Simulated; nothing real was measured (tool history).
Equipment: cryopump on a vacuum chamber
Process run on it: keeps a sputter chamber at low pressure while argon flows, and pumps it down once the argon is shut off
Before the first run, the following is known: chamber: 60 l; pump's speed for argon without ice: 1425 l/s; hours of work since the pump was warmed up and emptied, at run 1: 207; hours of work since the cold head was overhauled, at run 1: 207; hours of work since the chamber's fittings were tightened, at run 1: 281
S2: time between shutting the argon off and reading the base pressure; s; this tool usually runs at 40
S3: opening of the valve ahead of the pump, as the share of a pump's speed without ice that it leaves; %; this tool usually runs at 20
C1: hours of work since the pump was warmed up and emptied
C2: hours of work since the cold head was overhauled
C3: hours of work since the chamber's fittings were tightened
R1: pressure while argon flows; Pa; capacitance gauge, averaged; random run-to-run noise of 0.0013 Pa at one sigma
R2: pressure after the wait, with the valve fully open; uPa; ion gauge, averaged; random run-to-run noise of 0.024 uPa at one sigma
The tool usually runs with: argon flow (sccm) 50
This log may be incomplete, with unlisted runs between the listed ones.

Run 1, hour 0.0: usual settings; C1 207; C2 207; C3 281. Result: R1 0.3089 Pa, R2 1.22 uPa.
Run 2, hour 20.5: usual settings; C1 222; C2 222; C3 296. Result: R1 0.3062 Pa, R2 1.19 uPa.
Run 3, hour 41.6: usual settings but S3 30 %; C1 238; C2 238; C3 313. Result: R1 0.2137 Pa, R2 1.28 uPa.
Run 4, hour 62.2: usual settings but S3 30 %; C1 254; C2 254; C3 328. Result: R1 0.2114 Pa, R2 1.26 uPa.
Run 5, hour 83.8: usual settings but S3 30 %; C1 271; C2 271; C3 345. Result: R1 0.2127 Pa, R2 1.32 uPa.
Run 6, hour 118.7: usual settings but S3 30 %; C1 297; C2 297; C3 371. Result: R1 0.2163 Pa, R2 1.34 uPa.
Run 7, hour 153.4: usual settings but S2 185 s; C1 324; C2 324; C3 398. Result: R1 0.3154 Pa, R2 0.91 uPa.
Run 8, hour 184.5: usual settings; C1 347; C2 347; C3 421. Result: R1 0.3178 Pa, R2 1.38 uPa.
Run 9, hour 208.7: usual settings; C1 366; C2 366; C3 440. Result: R1 0.3187 Pa, R2 1.49 uPa.
Run 10, hour 224.2: usual settings but S3 34 %; C1 377; C2 377; C3 452. Result: R1 0.1967 Pa, R2 1.49 uPa.
Run 11, hour 239.9: usual settings but S3 34 %; C1 389; C2 389; C3 464. Result: R1 0.1994 Pa, R2 1.56 uPa.
Run 12, hour 270.6: usual settings but S3 34 %; C1 413; C2 413; C3 487. Result: R1 0.2007 Pa, R2 1.57 uPa.
At hour 292.0: pump warmed up, emptied and cooled again.
Run 13, hour 303.6: usual settings but S3 34 %; C1 9; C2 434; C3 508. Result: R1 0.1755 Pa, R2 1.33 uPa.
Run 14, hour 325.9: usual settings but S2 54 s, S3 38 %; C1 26; C2 451; C3 525. Result: R1 0.1564 Pa, R2 1.18 uPa.
Run 15, hour 342.2: usual settings but S2 54 s, S3 38 %; C1 38; C2 464; C3 538. Result: R1 0.1580 Pa, R2 1.24 uPa.
Run 16, hour 374.1: usual settings but S2 54 s, S3 38 %; C1 63; C2 488; C3 562. Result: R1 0.1602 Pa, R2 1.18 uPa.
Run 17, hour 409.8: usual settings but argon flow (sccm) 36, S2 30 s, S3 42 %; C1 90; C2 515; C3 589. Result: R1 0.1035 Pa, R2 1.58 uPa.
Run 18, hour 439.0: usual settings but argon flow (sccm) 100, S2 25 s, S3 38 %; C1 112; C2 537; C3 612. Result: R1 0.3222 Pa, R2 1.83 uPa.
Run 19, hour 467.4: usual settings but argon flow (sccm) 44, S2 220 s, S3 39 %; C1 134; C2 559; C3 633. Result: R1 0.1381 Pa, R2 0.96 uPa.
Run 20, hour 500.4: usual settings but argon flow (sccm) 44, S2 220 s, S3 39 %; C1 159; C2 584; C3 658. Result: R1 0.1413 Pa, R2 0.98 uPa.
Run 21, hour 518.1: usual settings but argon flow (sccm) 22, S2 220 s, S3 39 %; C1 172; C2 598; C3 672. Result: R1 0.0702 Pa, R2 1.06 uPa.

5 options for the next run, each taken on its own from the tool as it stands now. Forecast them:
Run A, hour 534.6: usual settings but argon flow (sccm) 38, S2 131 s, S3 43 %; C1 185; C2 610; C3 684. Result: R1 ?, R2 ?.
Run B, hour 534.6: usual settings but argon flow (sccm) 30, S2 189 s, S3 33 %; C1 185; C2 610; C3 684. Result: R1 ?, R2 ?.
Run C, hour 534.6: usual settings but argon flow (sccm) 49, S2 22 s; C1 185; C2 610; C3 684. Result: R1 ?, R2 ?.
Run D, hour 534.6: usual settings but argon flow (sccm) 29, S2 120 s, S3 32 %; C1 185; C2 610; C3 684. Result: R1 ?, R2 ?.
Run E, hour 534.6: usual settings but argon flow (sccm) 22, S2 89 s, S3 39 %; C1 185; C2 610; C3 684. Result: R1 ?, R2 ?.

run      R1    R2
  A  0.1111  1.13
  B  0.1127  1.04
  C  0.2990  2.11
  D  0.1130  1.15
  E  0.0703  1.23
Stripped of hidden state, with their random variation kept, the same runs would have yielded:
run      R1    R2
  A  0.1043  0.40
  B  0.1074  0.32
  C  0.2902  1.35
  D  0.1078  0.41
  E  0.0663  0.49
